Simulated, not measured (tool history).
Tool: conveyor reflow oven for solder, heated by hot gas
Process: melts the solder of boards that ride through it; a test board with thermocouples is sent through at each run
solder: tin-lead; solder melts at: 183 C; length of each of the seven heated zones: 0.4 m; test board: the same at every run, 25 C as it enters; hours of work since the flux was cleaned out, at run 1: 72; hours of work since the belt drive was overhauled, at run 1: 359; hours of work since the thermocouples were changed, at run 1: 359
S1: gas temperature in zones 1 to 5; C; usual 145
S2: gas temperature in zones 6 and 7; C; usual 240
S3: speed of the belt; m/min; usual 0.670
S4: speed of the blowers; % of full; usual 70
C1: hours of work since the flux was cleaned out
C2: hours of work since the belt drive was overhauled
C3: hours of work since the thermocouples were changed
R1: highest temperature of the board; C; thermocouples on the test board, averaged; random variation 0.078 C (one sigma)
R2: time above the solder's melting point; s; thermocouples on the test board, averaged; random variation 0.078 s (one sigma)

run 1 hour=0.0 | S1=145 S2=240 S3=0.670 S4=70 | C1=72 C2=359 C3=359 | R1=225.45 R2=61.62
run 2 hour=14.5 | S1=145 S2=240 S3=0.670 S4=70 | C1=79 C2=366 C3=366 | R1=225.50 R2=61.66
run 3 hour=38.6 | S1=145 S2=240 S3=0.670 S4=68 | C1=91 C2=378 C3=378 | R1=224.87 R2=61.31
run 4 hour=55.9 | S1=145 S2=240 S3=0.644 S4=70 | C1=100 C2=386 C3=386 | R1=226.64 R2=64.75
run 5 hour=73.7 | S1=145 S2=240 S3=0.644 S4=70 | C1=109 C2=395 C3=395 | R1=226.46 R2=64.80
run 6 hour=99.0 | S1=145 S2=240 S3=0.644 S4=70 | C1=121 C2=408 C3=408 | R1=226.49 R2=64.89
run 7 hour=133.5 | S1=145 S2=240 S3=0.670 S4=70 | C1=138 C2=425 C3=425 | R1=225.13 R2=61.52
run 8 hour=166.7 | S1=145 S2=240 S3=0.670 S4=70 | C1=155 C2=441 C3=441 | R1=225.30 R2=61.46
-- hour=180.4 flux residue cleaned out of gas plates and filters
run 9 hour=203.3 | S1=145 S2=240 S3=0.670 S4=70 | C1=11 C2=457 C3=457 | R1=226.16 R2=62.00
run 10 hour=220.8 | S1=145 S2=240 S3=0.670 S4=70 | C1=20 C2=466 C3=466 | R1=226.00 R2=62.16
run 11 hour=237.9 | S1=145 S2=240 S3=0.670 S4=70 | C1=29 C2=474 C3=474 | R1=226.01 R2=61.97
run 12 hour=267.5 | S1=145 S2=240 S3=0.670 S4=70 | C1=43 C2=489 C3=489 | R1=225.96 R2=62.04
run 13 hour=299.9 | S1=145 S2=240 S3=0.670 S4=70 | C1=59 C2=505 C3=505 | R1=226.00 R2=61.97
run 14 hour=325.7 | S1=145 S2=240 S3=0.670 S4=70 | C1=72 C2=517 C3=517 | R1=225.91 R2=61.92
run 15 hour=345.7 | S1=145 S2=240 S3=0.670 S4=70 | C1=82 C2=527 C3=527 | R1=225.88 R2=61.91
run 16 hour=373.2 | S1=145 S2=240 S3=0.670 S4=70 | C1=95 C2=541 C3=541 | R1=225.76 R2=61.80
run 17 hour=399.0 | S1=145 S2=243 S3=0.670 S4=70 | C1=108 C2=554 C3=554 | R1=228.42 R2=63.16
run 18 hour=416.8 | S1=145 S2=243 S3=0.670 S4=70 | C1=117 C2=563 C3=563 | R1=228.34 R2=63.12
run 19 hour=447.2 | S1=145 S2=240 S3=0.670 S4=63 | C1=132 C2=578 C3=578 | R1=223.66 R2=60.47
run 20 hour=461.9 | S1=135 S2=240 S3=0.673 S4=79 | C1=139 C2=585 C3=585 | R1=226.27 R2=58.76
run 21 hour=489.8 | S1=135 S2=240 S3=0.673 S4=79 | C1=153 C2=599 C3=599 | R1=226.04 R2=58.82
-- hour=504.8 flux residue cleaned out of gas plates and filters
run 22 hour=511.5 | S1=146 S2=240 S3=0.568 S4=55 | C1=3 C2=607 C3=607 | R1=226.96 R2=74.40
run 23 hour=532.5 | S1=145 S2=240 S3=0.670 S4=56 | C1=14 C2=617 C3=617 | R1=222.07 R2=59.15
run 24 hour=555.4 | S1=145 S2=240 S3=0.715 S4=59 | C1=25 C2=629 C3=629 | R1=220.73 R2=54.67
run 25 hour=586.5 | S1=139 S2=231 S3=0.557 S4=82 | C1=40 C2=644 C3=644 | R1=224.20 R2=73.05
run 26 hour=603.6 | S1=132 S2=240 S3=0.630 S4=70 | C1=49 C2=653 C3=653 | R1=226.10 R2=62.12
run 27 hour=636.8 | S1=158 S2=233 S3=0.670 S4=74 | C1=65 C2=669 C3=669 | R1=222.91 R2=65.63
run 28 hour=657.1 | S1=145 S2=248 S3=0.670 S4=74 | C1=75 C2=679 C3=679 | R1=234.24 R2=66.20
run 29 hour=684.8 | S1=145 S2=248 S3=0.670 S4=74 | C1=89 C2=693 C3=693 | R1=234.16 R2=66.19
run 30 hour=715.8 | S1=145 S2=235 S3=0.730 S4=82 | C1=104 C2=708 C3=708 | R1=222.01 R2=54.93
run 31 hour=741.7 | S1=159 S2=240 S3=0.556 S4=70 | C1=117 C2=721 C3=721 | R1=232.48 R2=84.88

Forecast each of these 3 alternatives for the next run:
run A hour=773.5 | S1=155 S2=244 S3=0.699 S4=70 | C1=133 C2=737 C3=737 | R1=? R2=?
run B hour=773.5 | S1=145 S2=240 S3=0.598 S4=70 | C1=133 C2=737 C3=737 | R1=? R2=?
run C hour=773.5 | S1=148 S2=240 S3=0.785 S4=70 | C1=133 C2=737 C3=737 | R1=? R2=?

run=A R1=229.74 R2=64.78
run=B R1=228.92 R2=71.69
run=C R1=221.40 R2=51.13
Without the tool's hidden state the same runs would have given:
run=A R1=229.79 R2=64.30
run=B R1=228.87 R2=71.16
run=C R1=221.59 R2=50.91
